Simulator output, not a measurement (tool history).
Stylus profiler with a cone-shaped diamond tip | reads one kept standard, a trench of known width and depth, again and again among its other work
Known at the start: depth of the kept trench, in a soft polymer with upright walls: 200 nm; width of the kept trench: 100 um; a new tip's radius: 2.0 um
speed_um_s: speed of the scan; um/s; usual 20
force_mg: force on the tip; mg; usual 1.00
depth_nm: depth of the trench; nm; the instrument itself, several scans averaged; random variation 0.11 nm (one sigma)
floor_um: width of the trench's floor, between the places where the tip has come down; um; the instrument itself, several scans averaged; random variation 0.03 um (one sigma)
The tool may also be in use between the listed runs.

Run 1, hour 0.0: usual settings. Result: depth_nm 201.88 nm, floor_um 98.19 um.
Run 2, hour 32.2: usual settings. Result: depth_nm 201.89 nm, floor_um 98.11 um.
Run 3, hour 53.2: usual settings. Result: depth_nm 201.75 nm, floor_um 98.20 um.
Run 4, hour 78.6: usual settings. Result: depth_nm 201.76 nm, floor_um 98.16 um.
Run 5, hour 91.9: usual settings. Result: depth_nm 201.66 nm, floor_um 98.22 um.
Run 6, hour 106.2: usual settings but speed_um_s 10 um/s. Result: depth_nm 201.71 nm, floor_um 98.21 um.
Run 7, hour 137.0: usual settings but speed_um_s 10 um/s. Result: depth_nm 201.64 nm, floor_um 98.21 um.
Run 8, hour 168.0: usual settings but speed_um_s 10 um/s. Result: depth_nm 201.53 nm, floor_um 98.23 um.
Run 9, hour 199.1: usual settings but speed_um_s 26 um/s, force_mg 1.22 mg. Result: depth_nm 201.91 nm, floor_um 98.12 um.
Run 10, hour 225.4: usual settings but force_mg 0.62 mg. Result: depth_nm 201.21 nm, floor_um 98.17 um.
Run 11, hour 254.0: usual settings but speed_um_s 5 um/s, force_mg 0.70 mg. Result: depth_nm 201.39 nm, floor_um 98.24 um.
Run 12, hour 276.7: usual settings but speed_um_s 5 um/s, force_mg 0.70 mg. Result: depth_nm 201.12 nm, floor_um 98.21 um.
Run 13, hour 292.0: usual settings but speed_um_s 5 um/s, force_mg 0.70 mg. Result: depth_nm 201.60 nm, floor_um 98.19 um.
Run 14, hour 309.7: usual settings but speed_um_s 5 um/s, force_mg 0.70 mg. Result: depth_nm 201.30 nm, floor_um 98.21 um.

3 ways to go on from here, each from the tool as it stands after run 14. What would each give?
Run A, hour 341.3: usual settings but speed_um_s 5 um/s, force_mg 1.18 mg. Result: depth_nm ?, floor_um ?.
Run B, hour 341.3: usual settings but force_mg 0.81 mg. Result: depth_nm ?, floor_um ?.
Run C, hour 341.3: usual settings but speed_um_s 22 um/s, force_mg 0.70 mg. Result: depth_nm ?, floor_um ?.

run  depth_nm  floor_um
  A    202.07     98.17
  B    201.56     98.16
  C    201.28     98.17
Without the tool's hidden state the same runs would have given:
run  depth_nm  floor_um
  A    202.08     98.19
  B    201.57     98.18
  C    201.29     98.19
